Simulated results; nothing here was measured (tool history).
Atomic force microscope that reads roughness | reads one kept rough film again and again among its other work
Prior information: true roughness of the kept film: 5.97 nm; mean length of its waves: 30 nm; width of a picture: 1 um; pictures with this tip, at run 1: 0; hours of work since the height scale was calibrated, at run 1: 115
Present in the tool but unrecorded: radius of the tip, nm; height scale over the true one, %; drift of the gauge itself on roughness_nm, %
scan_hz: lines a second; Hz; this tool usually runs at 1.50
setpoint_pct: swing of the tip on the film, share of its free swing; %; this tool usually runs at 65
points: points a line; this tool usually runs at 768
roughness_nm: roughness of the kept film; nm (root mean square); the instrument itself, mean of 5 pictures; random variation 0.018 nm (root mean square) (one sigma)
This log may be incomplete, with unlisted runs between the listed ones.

run     day  scan_hz  setpoint_pct  points  pictures with this tip  hours of work since the height scale was calibrated  roughness_nm
  1   0.000     1.50            65     768                       0                                                  115         4.456
  2   2.033     1.50            65     768                      51                                                  136         3.997
  3   3.496     1.50            65     768                      87                                                  152         3.721
  4   4.996     1.50            65     768                     125                                                  168         3.511
  5   6.971     1.50            65     768                     174                                                  188         3.265
  6   8.754     1.50            65     768                     219                                                  207         3.043
  7  10.962     1.50            65     393                     274                                                  231         2.827
     11.188  -- height scale calibrated on a step standard
  8  12.462     1.50            65     393                     311                                                   13         2.686
  9  14.004     1.50            65     768                     349                                                   30         2.581
     14.758  -- new tip fitted
 10  15.425     1.50            62     768                      16                                                   45         4.326
     17.538  -- height scale calibrated on a step standard, once more
 11  17.625     1.50            62     768                      70                                                    1         3.866
 12  18.942     1.50            62     768                     103                                                   15         3.635
 13  21.217     1.50            62     425                     160                                                   39         3.344
 14  22.738     1.50            62     425                     198                                                   55         3.142
 15  24.121     1.50            62     425                     233                                                   70         3.017
 16  26.250     1.50            62     908                     286                                                   92         2.792
 17  27.667     3.52            62     908                     321                                                  107         2.529
 18  29.100     3.52            62     908                     357                                                  122         2.438
     29.458  -- new tip fitted
 19  31.412     1.27            65     259                      49                                                  146         3.994
 20  33.146     1.12            67     259                      92                                                  165         3.692
 21  35.029     1.50            66     768                     139                                                  184         3.421
 22  36.483     3.21            69     768                     175                                                  200         2.966
 23  38.725     3.21            69     768                     231                                                  224         2.728
 24  40.554     3.11            73     962                     277                                                  243         2.493

How would selected steps in roughness_nm from run to run divide? Give the signed amount a tool lacking its hidden state would still show from settings, what came in and random variation, and the signed amount left for the hidden state, including any gauge scatter that is not in both of the compared results.
Run 9 -> 10: setpoint_pct 65 -> 62, new tip fitted. roughness_nm +1.745 nm (root mean square): hidden state +1.723, all else +0.022.
Run 18 -> 19: scan_hz 3.52 -> 1.27, setpoint_pct 62 -> 65, points 908 -> 259, new tip fitted. roughness_nm +1.556 nm (root mean square): hidden state +1.391, all else +0.165.

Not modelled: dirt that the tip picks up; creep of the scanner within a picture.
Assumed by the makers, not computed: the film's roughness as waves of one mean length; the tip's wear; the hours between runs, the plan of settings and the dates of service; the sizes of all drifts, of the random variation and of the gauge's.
